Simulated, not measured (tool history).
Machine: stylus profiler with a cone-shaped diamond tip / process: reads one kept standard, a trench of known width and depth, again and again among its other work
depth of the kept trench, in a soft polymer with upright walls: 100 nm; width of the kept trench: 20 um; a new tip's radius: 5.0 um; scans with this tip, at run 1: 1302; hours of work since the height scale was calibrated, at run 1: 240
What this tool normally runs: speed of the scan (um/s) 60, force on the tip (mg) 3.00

run    hour  speed of the scan (um/s)  force on the tip (mg)  scans with this tip  hours of work since the height scale was calibrated  depth of the trench (Å)  width of the trench's floor (nm)
  1     0.0                        60                   3.00                 1302                                                  240                   1012.4                             17670
  2    38.3                        60                   3.00                 1405                                                  260                   1012.3                             17680
  3    84.2                        60                   1.63                 1529                                                  282                   1009.9                             17590
  4   160.6                        60                   1.63                 1735                                                  320                   1008.2                             17560
  5   199.2                        60                   1.24                 1839                                                  340                   1008.3                             17480
  6   243.2                        60                   8.75                 1958                                                  362                   1026.3                             17760
  7   315.6                        60                   8.75                 2153                                                  398                   1026.7                             17710
  8   382.8                        60                   8.75                 2334                                                  431                   1027.0                             17710
  9   420.7                        60                   8.75                 2436                                                  450                   1025.9                             17690
 10   483.5                        60                   8.75                 2605                                                  481                   1025.8                             17660
 11   563.7                        60                   4.03                 2822                                                  521                   1017.0                             17630
 12   610.0                        60                   4.03                 2946                                                  544                   1016.4                             17570
 13   642.6                        60                   4.03                 3034                                                  560                   1016.5                             17580
 14   693.9                        60                   8.32                 3173                                                  586                   1026.2                             17650
 15   763.5                        60                   8.32                 3360                                                  620                   1025.5                             17610
 16   841.7                        60                   3.00                 3571                                                  659                   1014.6                             17520
 17   917.4                        60                   3.00                 3775                                                  697                   1014.9                             17500
      922.5  -- height scale calibrated on a step standard
 18   986.7                        60                   3.00                 3960                                                   32                   1016.2                             17500
 19  1034.3                        60                   6.22                 4089                                                   56                   1022.9                             17560
 20  1086.6                        60                   6.22                 4230                                                   82                   1023.7                             17510
     1142.4  -- height scale calibrated on a step standard, once more
 21  1152.9                        24                   3.00                 4407                                                    5                   1011.8                             17600
 22  1211.7                        24                   3.00                 4566                                                   35                   1011.9                             17630
 23  1253.0                       174                   3.00                 4677                                                   55                   1012.1                             17020
 24  1299.3                       128                   3.62                 4802                                                   78                   1013.6                             17220
 25  1344.0                        53                   3.10                 4922                                                  100                   1012.3                             17440
 26  1409.0                        20                   5.94                 5097                                                  133                   1019.4                             17630
 27  1484.1                        22                   4.50                 5300                                                  170                   1015.5                             17570
 28  1536.4                        69                   7.88                 5441                                                  196                   1023.8                             17460
 29  1581.3                       212                   7.92                 5562                                                  218                   1023.0                             17100
 30  1632.9                        58                   3.00                 5701                                                  244                   1013.2                             17370
 31  1669.7                        58                   3.00                 5800                                                  262                   1011.7                             17370
 32  1743.2                        58                   3.00                 5998                                                  299                   1013.4                             17370
 33  1809.6                        58                   3.00                 6177                                                  332                   1012.3                             17340
 34  1864.8                        31                   2.10                 6326                                                  360                   1010.9                             17440
 35  1919.9                        47                   8.90                 6475                                                  387                   1025.6                             17410
 36  1992.0                        16                   1.54                 6669                                                  423                   1009.3                             17480
 37  2031.8                        16                   1.54                 6776                                                  443                   1009.9                             17440
 38  2065.5                        23                   4.43                 6867                                                  459                   1016.4                             17470
 39  2122.5                        23                   4.43                 7021                                                  488                   1017.0                             17430
 40  2189.8                        29                   2.71                 7202                                                  521                   1013.2                             17460
 41  2266.6                        29                   2.71                 7409                                                  560                   1013.0                             17400
 42  2318.8                       145                   6.17                 7550                                                  585                   1021.1                             17080
 43  2356.6                       145                   6.17                 7652                                                  604                   1021.3                             17050

Estimate the outcome of run 44 from the log above:
 44  2393.7                       145                   6.17                 7752                                                  623                        ?                                 ?

Logged for run 44: depth of the trench (Å) 1020.7, width of the trench's floor (nm) 17080.
With the hidden condition absent and the run-to-run variation left alone, this run would have shown depth of the trench (Å) 1018.3, width of the trench's floor (nm) 17620.

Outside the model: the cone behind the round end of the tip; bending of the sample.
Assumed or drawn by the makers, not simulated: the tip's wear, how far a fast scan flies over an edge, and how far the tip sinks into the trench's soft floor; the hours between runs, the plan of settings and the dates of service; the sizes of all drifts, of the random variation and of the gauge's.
